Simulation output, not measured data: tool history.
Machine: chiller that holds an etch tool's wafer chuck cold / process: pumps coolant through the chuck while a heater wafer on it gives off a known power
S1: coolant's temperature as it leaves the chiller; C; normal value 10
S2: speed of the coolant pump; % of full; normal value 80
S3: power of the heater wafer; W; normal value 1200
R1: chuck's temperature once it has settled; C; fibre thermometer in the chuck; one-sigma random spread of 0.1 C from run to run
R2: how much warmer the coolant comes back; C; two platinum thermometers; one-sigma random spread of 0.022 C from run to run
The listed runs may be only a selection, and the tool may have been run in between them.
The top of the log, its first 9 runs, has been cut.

run 10 hour=274.1 | S1=15 S2=80 S3=1200 | R1=25.3 R2=2.74
run 11 hour=298.4 | S1=15 S2=80 S3=1200 | R1=25.0 R2=2.80
run 12 hour=339.5 | S1=15 S2=80 S3=1200 | R1=24.9 R2=2.73
run 13 hour=361.0 | S1=15 S2=80 S3=1200 | R1=24.9 R2=2.76
run 14 hour=380.6 | S1=2 S2=80 S3=1200 | R1=12.1 R2=2.80
run 15 hour=411.1 | S1=10 S2=61 S3=1200 | R1=21.6 R2=3.64
run 16 hour=452.5 | S1=10 S2=90 S3=1200 | R1=19.5 R2=2.48
run 17 hour=494.5 | S1=0 S2=81 S3=1200 | R1=10.0 R2=2.71
run 18 hour=521.3 | S1=19 S2=96 S3=1100 | R1=27.4 R2=2.13
run 19 hour=546.5 | S1=10 S2=95 S3=1200 | R1=19.4 R2=2.38
run 20 hour=577.8 | S1=5 S2=95 S3=732 | R1=10.8 R2=1.49
run 21 hour=618.2 | S1=10 S2=80 S3=870 | R1=17.5 R2=2.01
run 22 hour=646.1 | S1=10 S2=80 S3=870 | R1=17.5 R2=2.03
run 23 hour=678.2 | S1=10 S2=80 S3=870 | R1=17.5 R2=2.04
run 24 hour=704.5 | S1=10 S2=80 S3=870 | R1=17.4 R2=2.02
run 25 hour=747.2 | S1=10 S2=80 S3=870 | R1=17.6 R2=2.01
run 26 hour=764.6 | S1=6 S2=80 S3=1200 | R1=16.3 R2=2.82
run 27 hour=795.7 | S1=10 S2=80 S3=659 | R1=15.8 R2=1.54
run 28 hour=820.2 | S1=18 S2=64 S3=1186 | R1=29.4 R2=3.44
run 29 hour=839.0 | S1=5 S2=89 S3=644 | R1=10.5 R2=1.34
run 30 hour=867.4 | S1=1 S2=92 S3=707 | R1=6.7 R2=1.45
run 31 hour=894.7 | S1=1 S2=73 S3=707 | R1=7.6 R2=1.82

Alternative continuations, all from the tool just after run 31; predict every row:
run A hour=925.4 | S1=17 S2=86 S3=1441 | R1=? R2=?
run B hour=925.4 | S1=13 S2=80 S3=1200 | R1=? R2=?
run C hour=925.4 | S1=10 S2=80 S3=835 | R1=? R2=?

run=A R1=29.0 R2=3.16
run=B R1=23.3 R2=2.83
run=C R1=17.3 R2=1.93
Without the tool's hidden state the same runs would have given:
run=A R1=27.9 R2=3.11
run=B R1=22.3 R2=2.77
run=C R1=16.5 R2=1.89

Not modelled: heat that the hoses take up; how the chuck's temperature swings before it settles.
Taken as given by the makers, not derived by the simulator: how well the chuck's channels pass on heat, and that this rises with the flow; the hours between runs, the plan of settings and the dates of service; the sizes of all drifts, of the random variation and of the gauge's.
